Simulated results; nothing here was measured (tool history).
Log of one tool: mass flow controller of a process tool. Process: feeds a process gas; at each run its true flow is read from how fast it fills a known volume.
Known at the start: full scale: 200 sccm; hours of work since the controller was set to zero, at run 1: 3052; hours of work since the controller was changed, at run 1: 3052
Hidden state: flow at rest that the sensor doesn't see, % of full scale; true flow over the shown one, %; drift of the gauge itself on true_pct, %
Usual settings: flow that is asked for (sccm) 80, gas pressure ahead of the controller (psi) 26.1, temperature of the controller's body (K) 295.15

| run | hour | flow that is asked for (sccm) | gas pressure ahead of the controller (psi) | temperature of the controller's body (K) | hours of work since the controller was set to zero | hours of work since the controller was changed | true flow (%) |
|---|---|---|---|---|---|---|---|
| 1 | 0 | 80 | 26.1 | 295.15 | 3052 | 3052 | 99.73 |
| 2 | 70.7 | 80 | 26.1 | 295.15 | 3107 | 3107 | 99.74 |
| 3 | 145.9 | 80 | 26.1 | 295.15 | 3166 | 3166 | 99.81 |
| 4 | 215.7 | 80 | 36.8 | 295.15 | 3221 | 3221 | 99.51 |
| 5 | 331.6 | 80 | 22.3 | 295.15 | 3312 | 3312 | 99.77 |
| 6 | 416 | 80 | 22.3 | 295.15 | 3378 | 3378 | 99.59 |
| 7 | 471.2 | 80 | 26.1 | 295.15 | 3422 | 3422 | 99.58 |
| 8 | 532.1 | 80 | 26.1 | 295.15 | 3470 | 3470 | 99.55 |
| 9 | 613.1 | 80 | 26.1 | 295.15 | 3533 | 3533 | 99.63 |
| 10 | 728.8 | 80 | 26.1 | 295.15 | 3624 | 3624 | 99.53 |
| 11 | 818.5 | 80 | 26.1 | 295.15 | 3695 | 3695 | 99.4 |
| 12 | 897.8 | 80 | 26.1 | 295.15 | 3757 | 3757 | 99.39 |
| 13 | 1003.2 | 80 | 26.1 | 295.15 | 3840 | 3840 | 99.21 |
| 14 | 1129.6 | 80 | 26.1 | 295.15 | 3939 | 3939 | 99.22 |
| 15 | 1242.4 | 80 | 26.1 | 295.15 | 4027 | 4027 | 99.22 |
| 16 | 1366.3 | 80 | 26.1 | 295.15 | 4125 | 4125 | 99.13 |
| 17 | 1433.3 | 80 | 26.1 | 295.15 | 4177 | 4177 | 99.03 |
| 18 | 1519.3 | 80 | 26.1 | 295.15 | 4245 | 4245 | 99.04 |
| 19 | 1620.7 | 80 | 26.1 | 295.15 | 4324 | 4324 | 99.14 |
| 20 | 1726.6 | 80 | 26.1 | 295.15 | 4408 | 4408 | 98.92 |
| 21 | 1852.5 | 80 | 26.1 | 295.15 | 4507 | 4507 | 98.93 |
| 22 | 1906.4 | 199 | 26.1 | 295.15 | 4549 | 4549 | 99.17 |
| 23 | 1987.3 | 80 | 26.1 | 295.15 | 4612 | 4612 | 98.72 |
|  | 2053.4 | gauge calibrated |
| 24 | 2076.8 | 80 | 26.1 | 295.15 | 4683 | 4683 | 99.73 |
| 25 | 2168.4 | 166 | 29.3 | 298.15 | 4755 | 4755 | 99.84 |
| 26 | 2243.8 | 166 | 20.5 | 302.15 | 4814 | 4814 | 99.55 |
| 27 | 2301.6 | 80 | 28.4 | 309.15 | 4859 | 4859 | 98.67 |
| 28 | 2407.3 | 80 | 31.2 | 299.15 | 4942 | 4942 | 99.13 |
| 29 | 2482.8 | 80 | 33.5 | 305.15 | 5002 | 5002 | 98.75 |
| 30 | 2599.1 | 182 | 33.5 | 305.15 | 5093 | 5093 | 99.02 |
| 31 | 2669 | 182 | 33.5 | 305.15 | 5148 | 5148 | 98.92 |
| 32 | 2733.6 | 51 | 33.5 | 301.15 | 5199 | 5199 | 98.83 |
| 33 | 2823.3 | 88 | 26.1 | 296.15 | 5269 | 5269 | 99.35 |
| 34 | 2929.5 | 86 | 24.8 | 309.15 | 5352 | 5352 | 98.32 |
| 35 | 2981.8 | 86 | 24.8 | 309.15 | 5394 | 5394 | 98.38 |
| 36 | 3041 | 29 | 29.2 | 300.15 | 5440 | 5440 | 98.63 |
| 37 | 3141.7 | 96 | 36.7 | 302.15 | 5519 | 5519 | 98.58 |
| 38 | 3229.4 | 162 | 23.2 | 304.15 | 5588 | 5588 | 99.09 |
| 39 | 3302.2 | 80 | 26.1 | 305.15 | 5645 | 5645 | 98.41 |
| 40 | 3382.9 | 80 | 33.2 | 298.15 | 5709 | 5709 | 98.85 |
| 41 | 3448.8 | 38 | 33.2 | 299.15 | 5760 | 5760 | 98.55 |
| 42 | 3537.4 | 38 | 33.2 | 299.15 | 5830 | 5830 | 98.57 |
| 43 | 3658 | 57 | 34.4 | 295.15 | 5925 | 5925 | 98.82 |
| 44 | 3747.6 | 57 | 34.4 | 295.15 | 5995 | 5995 | 98.85 |
| 45 | 3814.9 | 57 | 34.4 | 295.15 | 6048 | 6048 | 98.8 |
| 46 | 3930.9 | 80 | 26.1 | 309.15 | 6139 | 6139 | 97.81 |
| 47 | 4052.9 | 26 | 31 | 295.15 | 6235 | 6235 | 98.56 |
| 48 | 4127 | 26 | 31 | 295.15 | 6293 | 6293 | 98.5 |

Forecast each of these 4 alternatives for the next run:
| A | 4228.8 | 26 | 38 | 299.15 | 6373 | 6373 | ? |
| B | 4228.8 | 33 | 26.1 | 295.15 | 6373 | 6373 | ? |
| C | 4228.8 | 38 | 20.3 | 296.15 | 6373 | 6373 | ? |
| D | 4228.8 | 197 | 26.1 | 301.15 | 6373 | 6373 | ? |

| run | true flow (%) |
|---|---|
| A | 98.08 |
| B | 98.62 |
| C | 98.5 |
| D | 98.74 |
Without the tool's hidden state the same runs would have given:
| run | true flow (%) |
|---|---|
| A | 99.17 |
| B | 99.7 |
| C | 99.59 |
| D | 99.81 |

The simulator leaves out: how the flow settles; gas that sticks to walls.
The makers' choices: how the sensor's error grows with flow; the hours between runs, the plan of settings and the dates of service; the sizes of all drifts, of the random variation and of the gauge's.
